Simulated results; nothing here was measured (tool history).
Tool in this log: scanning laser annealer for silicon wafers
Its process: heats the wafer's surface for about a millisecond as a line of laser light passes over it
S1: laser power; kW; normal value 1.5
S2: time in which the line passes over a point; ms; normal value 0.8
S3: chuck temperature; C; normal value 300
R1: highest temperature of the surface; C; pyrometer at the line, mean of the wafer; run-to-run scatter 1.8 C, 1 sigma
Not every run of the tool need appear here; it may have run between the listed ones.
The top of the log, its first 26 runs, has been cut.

| run | day | S1 | S2 | S3 | R1 |
|---|---|---|---|---|---|
| 27 | 73.729 | 1.508 | 0.754 | 297 | 991 |
| 28 | 77.758 | 1.351 | 0.893 | 300 | 984 |
| 29 | 81.729 | 1.351 | 0.893 | 300 | 983 |
| 30 | 83.633 | 1.456 | 0.8 | 290 | 983 |
| 31 | 86.742 | 1.5 | 0.8 | 306 | 1021 |
| 32 | 88.696 | 1.5 | 0.627 | 323 | 942 |
| 33 | 91.704 | 1.322 | 0.634 | 323 | 870 |
| 34 | 94.017 | 1.392 | 0.742 | 323 | 956 |
| 35 | 97.367 | 1.392 | 0.742 | 323 | 954 |
|  | 98.512 | window over the wafer cleaned |
| 36 | 100.862 | 1.5 | 0.844 | 284 | 1017 |
| 37 | 104.021 | 1.396 | 0.673 | 332 | 934 |

Consider 3 possible next runs. They are alternatives, not a sequence: every one starts from the tool as it was left by run 37. What does each give?
| A | 108.171 | 1.396 | 0.809 | 308 | ? |
| B | 108.171 | 1.396 | 0.569 | 332 | ? |
| C | 108.171 | 1.308 | 0.873 | 332 | ? |

| run | R1 |
|---|---|
| A | 977 |
| B | 874 |
| C | 989 |
With the hidden condition removed and each run's random variation left untouched, the same runs would have given:
| run | R1 |
|---|---|
| A | 977 |
| B | 875 |
| C | 989 |

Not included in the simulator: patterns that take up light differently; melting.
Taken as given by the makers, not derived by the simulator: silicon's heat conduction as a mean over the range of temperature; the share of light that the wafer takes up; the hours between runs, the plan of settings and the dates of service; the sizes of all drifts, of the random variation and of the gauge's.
